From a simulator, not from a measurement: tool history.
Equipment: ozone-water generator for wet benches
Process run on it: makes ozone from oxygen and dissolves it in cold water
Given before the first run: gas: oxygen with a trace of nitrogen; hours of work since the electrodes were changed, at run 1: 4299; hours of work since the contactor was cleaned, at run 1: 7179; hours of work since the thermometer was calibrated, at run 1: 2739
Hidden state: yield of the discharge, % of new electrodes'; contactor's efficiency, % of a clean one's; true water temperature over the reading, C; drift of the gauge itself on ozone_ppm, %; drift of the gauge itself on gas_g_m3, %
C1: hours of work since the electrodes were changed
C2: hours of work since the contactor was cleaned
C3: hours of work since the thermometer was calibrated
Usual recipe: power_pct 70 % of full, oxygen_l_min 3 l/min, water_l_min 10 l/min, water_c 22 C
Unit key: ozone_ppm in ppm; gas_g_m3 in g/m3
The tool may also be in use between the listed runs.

Run 1, hour 0: usual settings; C1 4299; C2 7179; C3 2739. Result: ozone_ppm 16.1 ppm, gas_g_m3 157.4 g/m3.
Run 2, hour 127.8: usual settings but power_pct 72 % of full; C1 4417; C2 7298; C3 2857. Result: ozone_ppm 16.1 ppm, gas_g_m3 160 g/m3.
Run 3, hour 257.8: usual settings but power_pct 72 % of full; C1 4538; C2 7418; C3 2978. Result: ozone_ppm 15.9 ppm, gas_g_m3 160.6 g/m3.
Run 4, hour 382.7: usual settings but power_pct 72 % of full; C1 4654; C2 7534; C3 3094. Result: ozone_ppm 16 ppm, gas_g_m3 162.4 g/m3.
Run 5, hour 521.2: usual settings but power_pct 72 % of full; C1 4783; C2 7663; C3 3223. Result: ozone_ppm 16 ppm, gas_g_m3 160.2 g/m3.
Run 6, hour 633.3: usual settings but power_pct 72 % of full; C1 4887; C2 7767; C3 3327. Result: ozone_ppm 15.9 ppm, gas_g_m3 159.8 g/m3.
Run 7, hour 750.4: usual settings but power_pct 72 % of full; C1 4996; C2 7876; C3 3436. Result: ozone_ppm 15.8 ppm, gas_g_m3 159.5 g/m3.
Run 8, hour 849: usual settings but power_pct 72 % of full; C1 5088; C2 7968; C3 3528. Result: ozone_ppm 15.6 ppm, gas_g_m3 157.5 g/m3.
Run 9, hour 1009: usual settings; C1 5236; C2 8117; C3 3676. Result: ozone_ppm 15.5 ppm, gas_g_m3 155.6 g/m3.
Run 10, hour 1126.1: usual settings; C1 5345; C2 8225; C3 3785. Result: ozone_ppm 15.8 ppm, gas_g_m3 153.8 g/m3.
Run 11, hour 1217.7: usual settings; C1 5430; C2 8310; C3 3870. Result: ozone_ppm 15.7 ppm, gas_g_m3 155.6 g/m3.
Run 12, hour 1305.6: usual settings; C1 5512; C2 8392; C3 3952. Result: ozone_ppm 15.4 ppm, gas_g_m3 154.1 g/m3.
Run 13, hour 1474.9: usual settings; C1 5669; C2 8550; C3 4109. Result: ozone_ppm 15.3 ppm, gas_g_m3 152.5 g/m3.
Run 14, hour 1583.6: usual settings; C1 5770; C2 8650; C3 4210. Result: ozone_ppm 15.4 ppm, gas_g_m3 152.3 g/m3.
Run 15, hour 1757.9: usual settings but oxygen_l_min 4.69 l/min, water_l_min 13 l/min; C1 5932; C2 8813; C3 4372. Result: ozone_ppm 11.6 ppm, gas_g_m3 113.6 g/m3.
Run 16, hour 1848.3: usual settings but power_pct 80 % of full, oxygen_l_min 4.69 l/min, water_l_min 6 l/min, water_c 19 C; C1 6016; C2 8897; C3 4456. Result: ozone_ppm 21 ppm, gas_g_m3 123.8 g/m3.
At hour 1864.2: contactor cleaned.
Run 17, hour 2032: usual settings but water_l_min 9 l/min, water_c 14 C; C1 6183; C2 156; C3 4623. Result: ozone_ppm 17.5 ppm, gas_g_m3 152.1 g/m3.
Run 18, hour 2128.9: usual settings but power_pct 58 % of full; C1 6273; C2 246; C3 4713. Result: ozone_ppm 12.7 ppm, gas_g_m3 134.5 g/m3.
At hour 2208.1: contactor cleaned, once more.
Run 19, hour 2247: usual settings but power_pct 45 % of full, water_l_min 14 l/min; C1 6379; C2 36; C3 4819. Result: ozone_ppm 9.2 ppm, gas_g_m3 111.7 g/m3.
Run 20, hour 2340.5: usual settings but power_pct 45 % of full, water_l_min 14 l/min; C1 6466; C2 123; C3 4906. Result: ozone_ppm 9.3 ppm, gas_g_m3 112 g/m3.
At hour 2438.9: water thermometer calibrated.
Run 21, hour 2478.2: usual settings but water_l_min 12 l/min; C1 6594; C2 251; C3 36. Result: ozone_ppm 13.9 ppm, gas_g_m3 149.9 g/m3.
Run 22, hour 2658.1: usual settings but power_pct 77 % of full, oxygen_l_min 2.69 l/min; C1 6761; C2 418; C3 204. Result: ozone_ppm 17.3 ppm, gas_g_m3 171.4 g/m3.
Run 23, hour 2796.1: usual settings but power_pct 77 % of full, oxygen_l_min 2.69 l/min, water_l_min 8 l/min, water_c 14 C; C1 6889; C2 546; C3 332. Result: ozone_ppm 22.5 ppm, gas_g_m3 170.8 g/m3.
Run 24, hour 2958: usual settings but power_pct 77 % of full, oxygen_l_min 2.69 l/min, water_l_min 8 l/min, water_c 14 C; C1 7040; C2 697; C3 482. Result: ozone_ppm 22.7 ppm, gas_g_m3 169.8 g/m3.
Run 25, hour 3084.7: usual settings but power_pct 77 % of full, oxygen_l_min 3.78 l/min, water_l_min 6 l/min, water_c 14 C; C1 7158; C2 814; C3 600. Result: ozone_ppm 25.1 ppm, gas_g_m3 135 g/m3.
Run 26, hour 3162.8: usual settings but power_pct 89 % of full, oxygen_l_min 3.63 l/min, water_c 19 C; C1 7230; C2 887; C3 673. Result: ozone_ppm 18.8 ppm, gas_g_m3 154.8 g/m3.
Run 27, hour 3297.7: usual settings but power_pct 51 % of full; C1 7355; C2 1012; C3 798. Result: ozone_ppm 12.8 ppm, gas_g_m3 120.3 g/m3.

Hidden state or all else? Some run-to-run changes of ozone_ppm, split into what the settings, what came in and random variation would give without the hidden state, and what is left for the hidden state (with any gauge scatter that isn't in both results):
Run 15 -> 16: power_pct 70 -> 80, water_l_min 13 -> 6, water_c 22 -> 19. ozone_ppm +9.4 ppm: hidden state -2, all else +11.4.
Run 18 -> 19: power_pct 58 -> 45, water_l_min 10 -> 14, contactor cleaned, once more. ozone_ppm -3.5 ppm: hidden state +2.3, all else -5.8.
Run 25 -> 26: power_pct 77 -> 89, oxygen_l_min 3.78 -> 3.63, water_l_min 6 -> 10, water_c 14 -> 19. ozone_ppm -6.3 ppm: hidden state +0.7, all else -7.
Run 26 -> 27: power_pct 89 -> 51, oxygen_l_min 3.63 -> 3, water_c 19 -> 22. ozone_ppm -6 ppm: hidden state +2.1, all else -8.1.
